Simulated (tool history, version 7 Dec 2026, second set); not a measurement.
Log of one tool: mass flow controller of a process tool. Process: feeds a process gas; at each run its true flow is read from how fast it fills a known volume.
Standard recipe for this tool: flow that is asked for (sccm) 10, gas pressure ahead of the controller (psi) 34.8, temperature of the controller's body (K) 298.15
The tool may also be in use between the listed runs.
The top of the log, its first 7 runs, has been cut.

run,day,flow that is asked for (sccm),gas pressure ahead of the controller (psi),temperature of the controller's body (K),hours of work since the controller was set to zero,hours of work since the controller was changed,true flow (%)
8,61.254,10,31.0,298.15,1344,1344,99.68
9,67.142,10,31.0,298.15,1391,1391,99.73
10,72.917,10,31.0,298.15,1438,1438,99.76
11,81.233,10,37.1,298.15,1506,1506,100.05
12,90.021,10,37.1,298.15,1577,1577,100.06
13,100.092,10,34.8,297.15,1659,1659,100.06
14,111.188,10,34.8,310.15,1750,1750,98.76
15,122.092,10,34.8,310.15,1838,1838,98.69
16,128.729,10,34.8,310.15,1892,1892,98.67
17,137.879,10,34.8,294.15,1967,1967,100.48
18,146.571,10,34.8,298.15,2037,2037,100.07
19,154.112,10,34.8,298.15,2099,2099,100.03
20,165.892,4,25.5,309.15,2194,2194,97.76
21,171.488,4,25.5,309.15,2240,2240,97.88
22,178.429,3,23.9,298.15,2296,2296,98.85

Expected results for the next run?
23,184.167,10,34.5,311.15,2343,2343,?

true flow (%): 98.60
Were there no unlogged condition in the tool, this run, its random variation unchanged, would have produced true flow (%) 98.57.
